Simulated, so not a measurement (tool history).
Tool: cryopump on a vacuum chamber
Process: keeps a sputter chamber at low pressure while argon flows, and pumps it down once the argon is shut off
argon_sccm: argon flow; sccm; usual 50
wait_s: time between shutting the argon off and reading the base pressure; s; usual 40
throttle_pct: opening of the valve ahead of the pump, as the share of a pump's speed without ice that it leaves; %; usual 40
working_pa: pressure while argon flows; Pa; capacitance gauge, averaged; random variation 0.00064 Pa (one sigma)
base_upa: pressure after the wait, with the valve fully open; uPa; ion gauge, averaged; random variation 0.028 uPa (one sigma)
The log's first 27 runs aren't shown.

run,hour,argon_sccm,wait_s,throttle_pct,hours of work since the pump was warmed up and emptied,hours of work since the cold head was overhauled,hours of work since the chamber's fittings were tightened,working_pa,base_upa
28,782.6,50,40,56,526,1633,845,0.0772,1.55
29,806.0,39,45,36,546,1653,865,0.0916,1.44
30,838.3,31,40,53,575,1682,894,0.0519,1.48
31,859.2,27,146,25,593,1700,912,0.0888,0.74
32,898.2,27,146,25,627,1734,946,0.0907,0.76
33,932.6,25,23,25,658,1764,976,0.0832,2.45
34,967.2,25,23,25,688,1795,1007,0.0847,2.45
35,996.2,25,23,25,713,1820,1032,0.0845,2.48

3 ways to go on from here, each from the tool as it stands after run 35. What would each give?
A,1034.1,50,253,48,747,1853,1065,?,?
B,1034.1,22,152,43,747,1853,1065,?,?
C,1034.1,22,74,25,747,1853,1065,?,?

run,working_pa,base_upa
A,0.0930,0.67
B,0.0455,0.81
C,0.0747,1.11
Without the tool's hidden state the same runs would have given:
run,working_pa,base_upa
A,0.0827,0.31
B,0.0410,0.45
C,0.0702,0.74
